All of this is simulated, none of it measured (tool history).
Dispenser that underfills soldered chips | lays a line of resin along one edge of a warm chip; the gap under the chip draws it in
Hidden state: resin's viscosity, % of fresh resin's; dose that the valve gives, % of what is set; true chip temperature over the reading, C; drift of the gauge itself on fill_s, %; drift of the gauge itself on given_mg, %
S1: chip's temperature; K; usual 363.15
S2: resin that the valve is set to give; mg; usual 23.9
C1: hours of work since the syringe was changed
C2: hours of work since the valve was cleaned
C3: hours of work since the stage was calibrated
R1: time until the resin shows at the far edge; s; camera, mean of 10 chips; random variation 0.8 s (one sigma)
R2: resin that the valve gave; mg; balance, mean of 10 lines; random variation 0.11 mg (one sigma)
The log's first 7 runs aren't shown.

run,hour,S1,S2,C1,C2,C3,R1,R2
# hour 48.8: new syringe of resin
8,48.9,354.15,23.9,0,11,51,107.7,23.97
9,56.2,377.15,23.9,5,16,55,55.8,23.85
10,61.1,377.15,23.9,8,19,58,64.6,23.77
# hour 62.8: new syringe of resin
11,69.2,377.15,23.9,4,24,63,54.2,23.70
12,72.9,377.15,23.9,6,26,65,59.2,23.49
# hour 76.2: new syringe of resin
13,79.0,377.15,23.9,2,30,69,45.7,23.42
14,84.9,363.15,23.9,5,33,73,97.4,23.52
# hour 90.0: new syringe of resin
15,90.9,363.15,23.9,1,37,76,75.9,23.29
16,99.2,363.15,23.9,6,42,82,97.1,23.39
# hour 104.0: new syringe of resin
17,105.9,363.15,23.9,1,46,85,82.7,23.28
18,110.5,363.15,21.5,4,49,88,94.6,20.88
# hour 117.4: new syringe of resin
19,119.1,363.15,21.5,1,54,93,82.4,20.90

Forecast run 20:
20,124.5,376.15,23.2,4,58,97,?,?

{"run 20": {"R1": 59.0, "R2": 22.29}}
Without the tool's hidden state the same run would have given R1 45.6 s, R2 23.09 mg.

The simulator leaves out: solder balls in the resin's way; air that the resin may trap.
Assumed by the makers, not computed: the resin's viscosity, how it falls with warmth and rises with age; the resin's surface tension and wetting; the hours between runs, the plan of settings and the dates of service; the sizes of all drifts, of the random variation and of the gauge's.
